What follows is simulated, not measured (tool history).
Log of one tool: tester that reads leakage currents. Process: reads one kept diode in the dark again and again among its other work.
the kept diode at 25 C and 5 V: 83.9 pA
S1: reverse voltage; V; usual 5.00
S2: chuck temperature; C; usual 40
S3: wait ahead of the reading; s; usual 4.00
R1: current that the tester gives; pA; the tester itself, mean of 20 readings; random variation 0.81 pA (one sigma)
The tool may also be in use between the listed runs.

run	hour	S1	S2	S3	R1
1	0.0	5.00	40	4.00	271.17
2	66.0	5.00	40	4.00	270.23
3	124.8	5.00	42	4.00	312.77
4	185.4	5.00	40	4.00	270.34
5	232.7	5.00	40	0.34	271.37
6	332.1	5.00	40	0.34	272.93
7	406.1	5.00	40	0.34	272.16
8	510.6	5.00	40	4.00	269.21
9	608.4	5.00	40	4.00	269.57
10	715.4	5.00	40	4.00	270.10
11	793.8	5.00	40	4.00	269.63
12	870.4	5.00	40	4.00	270.34
13	953.5	5.00	40	2.49	270.79
14	1018.7	5.00	40	2.49	268.48
15	1124.0	5.00	40	2.49	269.42
16	1169.7	12.48	40	4.00	370.84
17	1250.1	5.00	40	4.00	270.11
18	1344.7	5.00	40	4.00	270.97
19	1416.9	7.67	40	4.00	311.59
20	1472.5	7.67	40	4.00	312.02
21	1575.5	7.67	40	4.00	312.12
22	1625.4	7.67	40	4.00	311.66
23	1670.9	6.59	50	5.89	609.23
24	1753.1	17.27	50	5.89	845.77
25	1834.3	3.16	46	4.00	356.78
26	1938.7	3.16	46	4.00	355.79
27	1995.3	2.20	28	0.63	81.45
28	2066.8	9.95	54	1.34	920.00
29	2171.8	5.00	32	3.28	146.66
30	2241.9	5.00	32	3.28	146.76
31	2323.0	5.23	32	3.28	149.79
32	2388.3	10.95	40	4.00	351.36
33	2461.4	10.95	40	4.00	352.41
34	2554.7	10.95	40	4.00	353.67
35	2600.0	10.45	24	0.36	106.56
36	2657.0	7.80	41	1.13	339.00
37	2700.4	7.80	41	1.13	339.21
38	2752.5	7.86	53	1.77	793.40
39	2855.6	4.69	25	2.54	82.52
40	2919.0	4.69	25	2.54	82.15
41	2973.3	4.69	25	2.54	83.36

Taken out of this log: 3 entries between the listed runs. Where each belongs, and how the hidden state differs across it:
Between runs 9 and 10: chuck's temperature calibrated (hour 696.3)
  true chuck temperature over the reading, C: -0.04 -> 0
  measured less the result without the state, R1: -0.74 -> +0.07 pA
Between runs 14 and 15: probe card cleaned and baked (hour 1089.3)
  stray current of the dirty probe card, pA a volt: 0.035 -> 0.02
  measured less the result without the state, R1: -0.04 -> -0.15 pA
Between runs 40 and 41: chuck's temperature calibrated (hour 2972.8)
  true chuck temperature over the reading, C: -0.04 -> 0
  measured less the result without the state, R1: -0.24 -> +0.05 pA

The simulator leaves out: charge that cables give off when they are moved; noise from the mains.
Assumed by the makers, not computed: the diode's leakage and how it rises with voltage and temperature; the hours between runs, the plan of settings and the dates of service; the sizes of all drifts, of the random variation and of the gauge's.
